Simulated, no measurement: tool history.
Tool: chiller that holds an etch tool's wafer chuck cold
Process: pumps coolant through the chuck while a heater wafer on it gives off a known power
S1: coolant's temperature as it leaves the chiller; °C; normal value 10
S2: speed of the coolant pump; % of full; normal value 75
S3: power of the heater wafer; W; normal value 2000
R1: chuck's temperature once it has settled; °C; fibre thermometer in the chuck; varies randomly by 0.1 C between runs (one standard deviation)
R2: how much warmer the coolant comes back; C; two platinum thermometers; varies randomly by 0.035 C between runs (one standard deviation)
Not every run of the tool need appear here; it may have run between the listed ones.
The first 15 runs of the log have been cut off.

{"run": 16, "hour": 1119.1, "S1": 10, "S2": 75, "S3": 2000, "R1": 25.3, "R2": 6.38}
{"run": 17, "hour": 1190.4, "S1": 10, "S2": 75, "S3": 2000, "R1": 25.6, "R2": 6.44}
{"run": 18, "hour": 1244.4, "S1": 10, "S2": 75, "S3": 1381, "R1": 20.7, "R2": 4.51}
{"run": 19, "hour": 1338.2, "S1": 10, "S2": 69, "S3": 1381, "R1": 21.4, "R2": 4.8}
{"run": 20, "hour": 1390.3, "S1": 12, "S2": 69, "S3": 1381, "R1": 23.5, "R2": 4.81}
{"run": 21, "hour": 1462.6, "S1": 9, "S2": 69, "S3": 1293, "R1": 19.7, "R2": 4.58}
{"run": 22, "hour": 1571.5, "S1": 5, "S2": 71, "S3": 1473, "R1": 16.8, "R2": 5.06}
{"hour": 1667.4, "done": "chiller's thermometer calibrated"}
{"run": 23, "hour": 1681.4, "S1": 5, "S2": 71, "S3": 1473, "R1": 17.4, "R2": 5.09}
{"run": 24, "hour": 1743.3, "S1": 0, "S2": 68, "S3": 2000, "R1": 17.3, "R2": 7.24}
{"run": 25, "hour": 1836.7, "S1": 18, "S2": 68, "S3": 2000, "R1": 35.5, "R2": 7.2}
{"run": 26, "hour": 1888.7, "S1": 1, "S2": 84, "S3": 1010, "R1": 8.4, "R2": 2.87}
{"run": 27, "hour": 1982.4, "S1": 1, "S2": 84, "S3": 1010, "R1": 8.6, "R2": 2.91}
{"run": 28, "hour": 2048.1, "S1": 1, "S2": 84, "S3": 1010, "R1": 8.3, "R2": 2.95}
{"run": 29, "hour": 2096.0, "S1": 1, "S2": 84, "S3": 1010, "R1": 8.2, "R2": 2.92}
{"run": 30, "hour": 2184.6, "S1": 16, "S2": 89, "S3": 2375, "R1": 32.2, "R2": 6.42}
{"run": 31, "hour": 2288.0, "S1": 16, "S2": 89, "S3": 2375, "R1": 32.6, "R2": 6.43}

4 options for the next run, each taken on its own from the tool as it stands now. Forecast them:
{"run": "A", "hour": 2367.3, "S1": 3, "S2": 72, "S3": 2346, "R1": "?", "R2": "?"}
{"run": "B", "hour": 2367.3, "S1": 10, "S2": 75, "S3": 2522, "R1": "?", "R2": "?"}
{"run": "C", "hour": 2367.3, "S1": 7, "S2": 89, "S3": 1003, "R1": "?", "R2": "?"}
{"run": "D", "hour": 2367.3, "S1": 16, "S2": 86, "S3": 2375, "R1": "?", "R2": "?"}

run=A R1=22.5 R2=8
run=B R1=30.4 R2=8.2
run=C R1=13.8 R2=2.68
run=D R1=33.1 R2=6.64
Without the tool's hidden state the same runs would have given:
run=A R1=19.8 R2=7.39
run=B R1=27.6 R2=7.58
run=C R1=12.9 R2=2.47
run=D R1=30.7 R2=6.13

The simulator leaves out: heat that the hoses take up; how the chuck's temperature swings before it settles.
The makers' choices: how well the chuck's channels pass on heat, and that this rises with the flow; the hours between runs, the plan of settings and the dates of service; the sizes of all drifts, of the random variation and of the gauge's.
